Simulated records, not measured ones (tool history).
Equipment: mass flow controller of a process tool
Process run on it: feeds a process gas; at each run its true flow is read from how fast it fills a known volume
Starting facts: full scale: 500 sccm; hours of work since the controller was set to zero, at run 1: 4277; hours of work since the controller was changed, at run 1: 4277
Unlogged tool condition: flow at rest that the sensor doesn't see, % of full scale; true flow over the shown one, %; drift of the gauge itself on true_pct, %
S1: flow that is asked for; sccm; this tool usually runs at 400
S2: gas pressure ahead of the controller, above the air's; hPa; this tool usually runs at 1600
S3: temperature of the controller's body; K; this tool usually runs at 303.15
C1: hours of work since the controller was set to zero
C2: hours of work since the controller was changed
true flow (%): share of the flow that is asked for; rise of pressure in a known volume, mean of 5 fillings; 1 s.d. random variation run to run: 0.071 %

Run 1, day 0.000: usual settings; C1 4277; C2 4277. Result: true flow (%) 99.86.
Run 2, day 9.250: usual settings but S2 1830 hPa; C1 4428; C2 4428. Result: true flow (%) 100.04.
Run 3, day 16.579: usual settings but S2 1830 hPa; C1 4547; C2 4547. Result: true flow (%) 100.12.
Run 4, day 25.821: usual settings but S3 304.15 K; C1 4698; C2 4698. Result: true flow (%) 99.91.
Run 5, day 31.767: usual settings but S3 304.15 K; C1 4795; C2 4795. Result: true flow (%) 99.90.
Run 6, day 39.242: usual settings; C1 4917; C2 4917. Result: true flow (%) 99.90.
At day 41.754: controller's zero set anew.
Run 7, day 51.429: usual settings but S1 158 sccm; C1 158; C2 5116. Result: true flow (%) 100.70.
Run 8, day 56.667: usual settings but S3 294.15 K; C1 243; C2 5201. Result: true flow (%) 101.35.
Run 9, day 67.379: usual settings but S1 311 sccm; C1 418; C2 5376. Result: true flow (%) 101.09.
Run 10, day 77.946: usual settings; C1 591; C2 5548. Result: true flow (%) 101.16.
Run 11, day 84.725: usual settings; C1 701; C2 5659. Result: true flow (%) 101.12.
Run 12, day 91.412: usual settings; C1 810; C2 5768. Result: true flow (%) 101.19.
Run 13, day 103.071: usual settings; C1 1000; C2 5958. Result: true flow (%) 101.21.
Run 14, day 112.688: usual settings; C1 1157; C2 6115. Result: true flow (%) 101.25.
Run 15, day 121.254: usual settings but S2 2310 hPa; C1 1297; C2 6255. Result: true flow (%) 101.65.
Run 16, day 128.675: usual settings but S1 248 sccm; C1 1418; C2 6376. Result: true flow (%) 100.88.
Run 17, day 139.625: usual settings but S3 293.15 K; C1 1597; C2 6554. Result: true flow (%) 101.33.
Run 18, day 150.162: usual settings but S3 293.15 K; C1 1769; C2 6726. Result: true flow (%) 101.40.
Run 19, day 161.267: usual settings but S3 293.15 K; C1 1950; C2 6908. Result: true flow (%) 101.48.
Run 20, day 170.388: usual settings but S3 293.15 K; C1 2099; C2 7056. Result: true flow (%) 101.36.
Run 21, day 175.800: usual settings but S3 293.15 K; C1 2187; C2 7145. Result: true flow (%) 101.56.
Run 22, day 181.975: usual settings; C1 2288; C2 7246. Result: true flow (%) 101.33.
Run 23, day 193.908: usual settings; C1 2483; C2 7440. Result: true flow (%) 101.22.
Run 24, day 203.550: usual settings but S1 365 sccm; C1 2640; C2 7597. Result: true flow (%) 101.24.
Run 25, day 212.396: usual settings but S1 83 sccm, S2 2220 hPa, S3 305.15 K; C1 2784; C2 7742. Result: true flow (%) 98.64.
Run 26, day 221.283: usual settings but S1 83 sccm, S2 2220 hPa, S3 305.15 K; C1 2929; C2 7887. Result: true flow (%) 98.56.
Run 27, day 232.433: usual settings but S2 1640 hPa, S3 305.15 K; C1 3111; C2 8069. Result: true flow (%) 101.20.
Run 28, day 237.992: usual settings but S2 1640 hPa, S3 305.15 K; C1 3202; C2 8159. Result: true flow (%) 101.21.
Run 29, day 245.517: usual settings but S1 470 sccm, S2 2390 hPa; C1 3325; C2 8282. Result: true flow (%) 102.05.
Run 30, day 250.433: usual settings but S1 136 sccm; C1 3405; C2 8362. Result: true flow (%) 99.35.
Run 31, day 255.833: usual settings but S1 293 sccm, S2 1550 hPa, S3 298.15 K; C1 3493; C2 8451. Result: true flow (%) 100.93.
Run 32, day 264.238: usual settings but S3 305.15 K; C1 3630; C2 8588. Result: true flow (%) 101.24.
Run 33, day 274.888: usual settings but S1 126 sccm; C1 3804; C2 8761. Result: true flow (%) 98.90.
Run 34, day 284.988: usual settings but S1 470 sccm, S2 2350 hPa, S3 311.15 K; C1 3969; C2 8926. Result: true flow (%) 101.91.
Run 35, day 292.308: usual settings but S1 168 sccm, S2 1650 hPa, S3 312.15 K; C1 4088; C2 9046. Result: true flow (%) 99.44.
At day 303.888: controller exchanged for a calibrated one.
Run 36, day 303.888: usual settings but S2 2520 hPa; C1 0; C2 0. Result: true flow (%) 99.75.
Run 37, day 312.667: usual settings but S2 2520 hPa; C1 143; C2 143. Result: true flow (%) 99.89.
Run 38, day 318.621: usual settings but S1 89 sccm, S2 2340 hPa, S3 305.15 K; C1 240; C2 240. Result: true flow (%) 98.96.
Run 39, day 326.162: usual settings but S1 230 sccm, S2 1530 hPa, S3 307.15 K; C1 363; C2 363. Result: true flow (%) 99.01.
Run 40, day 331.296: usual settings but S1 230 sccm, S2 1530 hPa, S3 307.15 K; C1 447; C2 447. Result: true flow (%) 99.03.
Run 41, day 342.454: usual settings but S1 213 sccm, S2 2190 hPa; C1 629; C2 629. Result: true flow (%) 99.34.
Run 42, day 349.704: usual settings but S1 97 sccm, S2 2600 hPa, S3 297.15 K; C1 747; C2 747. Result: true flow (%) 98.90.
Run 43, day 356.838: usual settings but S1 97 sccm, S2 2600 hPa, S3 297.15 K; C1 864; C2 864. Result: true flow (%) 98.89.
Run 44, day 367.579: usual settings but S3 297.15 K; C1 1039; C2 1039. Result: true flow (%) 99.60.
Run 45, day 373.908: usual settings but S3 297.15 K; C1 1142; C2 1142. Result: true flow (%) 99.51.
Run 46, day 383.796: usual settings but S3 297.15 K; C1 1304; C2 1304. Result: true flow (%) 99.56.
Run 47, day 395.779: usual settings but S3 297.15 K; C1 1499; C2 1499. Result: true flow (%) 99.58.

Hidden state at the last listed run before each entry between runs and at the first one after, where it differs:
In the gap between runs 6 and 7: controller's zero set anew (day 41.754)
  flow at rest that the sensor doesn't see, % of full scale: -0.943 -> -0.036; true flow over the shown one, %: 1.59 -> 1.66
  measured minus no-state result, true flow (%): +0.41 -> +1.54
In the gap between runs 35 and 36: controller exchanged for a calibrated one (day 303.888)
  flow at rest that the sensor doesn't see, % of full scale: -0.79 -> -0.032; true flow over the shown one, %: 2.83 -> -0.12
  measured minus no-state result, true flow (%): +0.47 -> -0.16
